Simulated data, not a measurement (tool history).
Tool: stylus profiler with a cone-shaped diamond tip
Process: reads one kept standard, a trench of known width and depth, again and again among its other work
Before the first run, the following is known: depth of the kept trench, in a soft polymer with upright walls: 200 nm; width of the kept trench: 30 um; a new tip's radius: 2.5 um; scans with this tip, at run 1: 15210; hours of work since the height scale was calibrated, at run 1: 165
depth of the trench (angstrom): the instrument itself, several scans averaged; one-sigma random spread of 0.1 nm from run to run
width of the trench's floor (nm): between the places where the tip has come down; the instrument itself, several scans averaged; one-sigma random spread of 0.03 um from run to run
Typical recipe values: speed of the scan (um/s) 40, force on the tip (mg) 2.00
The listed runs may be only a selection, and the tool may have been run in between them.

run	hour	speed of the scan (um/s)	force on the tip (mg)	scans with this tip	hours of work since the height scale was calibrated	depth of the trench (angstrom)	width of the trench's floor (nm)
1	0.0	40	2.00	15210	165	2024.4	27040
2	86.9	40	2.00	15458	222	2024.1	27010
3	156.5	40	2.00	15657	267	2022.8	27050
4	246.9	47	2.00	15915	327	2022.6	26910
5	350.6	47	2.00	16212	394	2022.0	27000
6	493.6	47	2.00	16620	488	2022.2	26940
7	638.7	47	2.00	17034	583	2020.7	26880
8	733.5	40	2.00	17305	645	2019.9	26910
9	848.2	40	2.00	17632	720	2021.1	26920
10	910.8	40	2.00	17811	761	2019.1	26960
11	1002.7	40	2.00	18074	821	2019.0	26890
12	1099.7	40	2.00	18350	885	2019.6	26950
13	1195.1	40	2.00	18623	947	2020.1	26900
14	1308.2	40	2.00	18946	1021	2019.8	26870
# hour 1406.4: height scale calibrated on a step standard
15	1456.6	40	2.00	19368	33	2015.9	26860
16	1550.3	40	1.44	19636	94	2012.6	26820
17	1657.6	40	1.44	19942	164	2010.5	26810
# hour 1686.0: height scale calibrated on a step standard, once more
18	1777.6	40	1.44	20283	60	2020.3	26830
19	1871.8	40	1.44	20552	122	2020.3	26750
20	2018.2	40	2.00	20970	217	2023.6	26830
21	2136.4	40	2.00	21308	295	2023.1	26820
22	2271.0	40	2.04	21692	383	2022.9	26700
23	2394.1	40	2.04	22044	464	2022.4	26740
24	2467.9	66	2.04	22254	512	2021.1	26590
25	2582.2	108	0.77	22581	587	2010.7	26120
26	2722.6	124	3.80	22982	679	2035.1	26480
27	2836.8	52	0.89	23308	753	2009.9	26520
28	2904.7	19	0.90	23502	798	2009.0	26740
29	3004.9	13	1.42	23788	864	2016.8	26810
30	3100.2	26	5.12	24060	926	2041.5	26750
31	3215.5	13	0.85	24389	1001	2007.3	26790
32	3315.7	15	0.87	24675	1067	2008.1	26730
# hour 3339.8: height scale calibrated on a step standard
33	3377.4	11	1.54	24850	25	2020.1	26800
34	3493.0	11	1.54	25180	100	2019.7	26760
35	3572.5	11	1.54	25407	152	2019.7	26750
36	3635.4	11	1.54	25587	194	2017.2	26800
37	3782.8	27	3.64	26008	290	2034.1	26740
38	3854.4	20	0.74	26212	337	2010.4	26610
39	3929.4	27	4.29	26426	386	2039.7	26670
40	4039.1	11	0.76	26740	458	2010.3	26650
41	4128.2	12	1.25	26994	516	2015.7	26680
42	4196.4	40	2.42	27189	561	2024.9	26650
43	4322.2	26	1.26	27548	643	2013.8	26600
44	4403.7	83	3.90	27781	697	2034.8	26410
45	4507.9	83	3.90	28078	765	2034.1	26410
46	4594.0	13	1.29	28324	821	2013.2	26590

Selected run-to-run steps in depth of the trench (angstrom), each split into two signed amounts: the part the tool would show with no hidden state at all (from settings, incoming material and random variation), and the remainder, which goes to the hidden state together with any gauge scatter not common to the measured and the hidden-state-free results:
Hidden state present: radius of the tip, um; height scale over the true one, %; drift of the gauge itself on depth_nm, %; drift of the gauge itself on floor_um, %.
Run 14 -> 15: height scale calibrated on a step standard. depth of the trench (angstrom) -3.9: hidden state -2.7, all else -1.2.
Run 17 -> 18: height scale calibrated on a step standard, once more. depth of the trench (angstrom) +9.8: hidden state +8.6, all else +1.2.
Run 30 -> 31: speed of the scan (um/s) 26 -> 13, force on the tip (mg) 5.12 -> 0.85. depth of the trench (angstrom) -34.2: hidden state -0.3, all else -33.9.
Run 32 -> 33: speed of the scan (um/s) 15 -> 11, force on the tip (mg) 0.87 -> 1.54, height scale calibrated on a step standard. depth of the trench (angstrom) +12.0: hidden state +4.7, all else +7.3.
Run 38 -> 39: speed of the scan (um/s) 20 -> 27, force on the tip (mg) 0.74 -> 4.29. depth of the trench (angstrom) +29.3: hidden state -0.3, all else +29.6.
Run 39 -> 40: speed of the scan (um/s) 27 -> 11, force on the tip (mg) 4.29 -> 0.76. depth of the trench (angstrom) -29.4: hidden state -0.3, all else -29.1.
